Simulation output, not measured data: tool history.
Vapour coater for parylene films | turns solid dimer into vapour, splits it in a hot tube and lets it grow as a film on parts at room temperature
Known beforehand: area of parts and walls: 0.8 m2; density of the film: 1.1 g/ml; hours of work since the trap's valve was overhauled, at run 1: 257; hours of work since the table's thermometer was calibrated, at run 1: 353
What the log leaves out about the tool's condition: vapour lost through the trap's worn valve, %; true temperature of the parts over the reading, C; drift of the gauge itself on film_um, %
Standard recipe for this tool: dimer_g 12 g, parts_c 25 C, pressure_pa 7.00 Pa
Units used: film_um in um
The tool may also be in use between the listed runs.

run	hour	dimer_g	parts_c	pressure_pa	hours of work since the trap's valve was overhauled	hours of work since the table's thermometer was calibrated	film_um
1	0.0	12	25	7.00	257	353	6.21
2	19.4	12	25	7.00	274	369	6.20
3	58.1	12	25	7.00	307	402	6.14
4	78.2	12	25	7.00	324	419	6.08
5	112.9	12	25	7.00	354	449	6.15
6	148.8	12	20	7.00	384	480	7.58
7	180.2	12	20	7.00	411	507	7.53
8	219.3	12	20	7.00	445	540	7.33
9	256.9	12	20	7.00	477	572	7.31
10	273.2	12	25	2.94	491	586	7.26
11	305.0	12	17	7.00	518	613	8.36
# hour 317.1: trap's valve overhauled
12	334.9	12	17	7.00	15	635	9.69
13	362.6	12	17	7.00	39	659	9.73
14	382.3	12	25	2.44	56	676	8.83
15	415.4	12	25	2.44	84	704	8.69
16	448.5	18	25	7.00	112	732	10.15
17	474.5	18	25	7.00	134	754	9.90
18	499.6	18	25	7.00	156	776	9.96
19	523.5	16	19	7.00	176	796	11.37

Consider 5 possible next runs. They are alternatives, not a sequence: every one starts from the tool as it was left by run 19. What does each give?
A	541.7	7	24	2.68	192	812	?
B	541.7	14	23	9.51	192	812	?
C	541.7	16	23	7.00	192	812	?
D	541.7	16	20	6.88	192	812	?
E	541.7	12	26	7.00	192	812	?

run	film_um
A	5.02
B	7.66
C	9.62
D	10.73
E	6.12
Without the tool's unlogged condition, the same runs would have read:
run	film_um
A	5.19
B	7.91
C	9.93
D	11.08
E	6.32
